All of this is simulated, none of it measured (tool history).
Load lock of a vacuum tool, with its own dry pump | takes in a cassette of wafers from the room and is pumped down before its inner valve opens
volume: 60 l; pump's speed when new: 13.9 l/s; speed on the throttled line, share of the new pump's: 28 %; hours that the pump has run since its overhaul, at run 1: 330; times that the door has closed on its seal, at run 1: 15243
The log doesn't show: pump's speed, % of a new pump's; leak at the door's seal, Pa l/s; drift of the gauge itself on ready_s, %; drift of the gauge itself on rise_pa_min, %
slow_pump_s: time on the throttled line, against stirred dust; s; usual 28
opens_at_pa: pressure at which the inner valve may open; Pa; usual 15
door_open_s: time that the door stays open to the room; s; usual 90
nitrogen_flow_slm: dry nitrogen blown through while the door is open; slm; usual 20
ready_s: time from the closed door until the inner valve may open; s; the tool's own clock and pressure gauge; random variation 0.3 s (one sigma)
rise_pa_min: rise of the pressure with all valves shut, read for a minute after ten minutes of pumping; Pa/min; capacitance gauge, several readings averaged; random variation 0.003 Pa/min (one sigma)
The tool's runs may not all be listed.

| run | hour | slow_pump_s | opens_at_pa | door_open_s | nitrogen_flow_slm | hours that the pump has run since its overhaul | times that the door has closed on its seal | incoming humidity of the room's air, % | ready_s | rise_pa_min |
|---|---|---|---|---|---|---|---|---|---|---|
| 1 | 0 | 28 | 15 | 90 | 20 | 330 | 15243 | 46.1 | 57.7 | 0.104 |
| 2 | 230.7 | 28 | 15 | 198 | 20 | 561 | 16306 | 44.8 | 58.7 | 0.118 |
| 3 | 426.8 | 28 | 15 | 90 | 20 | 757 | 17210 | 42.2 | 58 | 0.122 |
| 4 | 681.2 | 28 | 15 | 90 | 20 | 1011 | 18383 | 44.3 | 58.3 | 0.131 |
| 5 | 889.8 | 28 | 15 | 90 | 20 | 1220 | 19344 | 44.1 | 58.1 | 0.135 |
| 6 | 1056.2 | 28 | 15 | 90 | 20 | 1386 | 20111 | 45.6 | 58.1 | 0.147 |
| 7 | 1328.4 | 28 | 18 | 90 | 20 | 1658 | 21365 | 45.6 | 57.5 | 0.153 |
| 8 | 1566.2 | 28 | 18 | 90 | 20 | 1896 | 22461 | 47 | 58 | 0.174 |
| 9 | 1732.9 | 18 | 15 | 90 | 4 | 2063 | 23230 | 45 | 51.1 | 0.192 |
| 10 | 1985.6 | 40 | 25 | 45 | 8 | 2316 | 24394 | 43.9 | 65.2 | 0.188 |
| 11 | 2115.4 | 28 | 11 | 90 | 28 | 2445 | 24993 | 42.2 | 60.3 | 0.19 |
| 12 | 2392.2 | 27 | 11 | 46 | 6 | 2722 | 26268 | 45 | 59.3 | 0.219 |
| 13 | 2703.8 | 19 | 11 | 46 | 5 | 3034 | 27704 | 44.9 | 54.1 | 0.228 |
| 14 | 3014.5 | 25 | 24 | 90 | 17 | 3344 | 29136 | 43.1 | 53.9 | 0.232 |
| 15 | 3172.4 | 25 | 24 | 90 | 17 | 3502 | 29864 | 47.8 | 54.6 | 0.253 |

Measured less the same run without the tool's hidden state. The same run-to-run variation is in both; the gauge's scatter may not be:
| run | ready_s | rise_pa_min |
|---|---|---|
| 1 | +0.1 | +0.081 |
| 2 | +0.2 | +0.088 |
| 3 | +0.2 | +0.096 |
| 4 | +0.3 | +0.106 |
| 5 | +0.3 | +0.116 |
| 6 | +0.3 | +0.123 |
| 7 | +0.3 | +0.132 |
| 8 | +0.4 | +0.144 |
| 9 | +0.5 | +0.152 |
| 10 | +0.4 | +0.165 |
| 11 | +0.5 | +0.168 |
| 12 | +0.5 | +0.188 |
| 13 | +0.7 | +0.197 |
| 14 | +0.6 | +0.21 |
| 15 | +0.6 | +0.222 |

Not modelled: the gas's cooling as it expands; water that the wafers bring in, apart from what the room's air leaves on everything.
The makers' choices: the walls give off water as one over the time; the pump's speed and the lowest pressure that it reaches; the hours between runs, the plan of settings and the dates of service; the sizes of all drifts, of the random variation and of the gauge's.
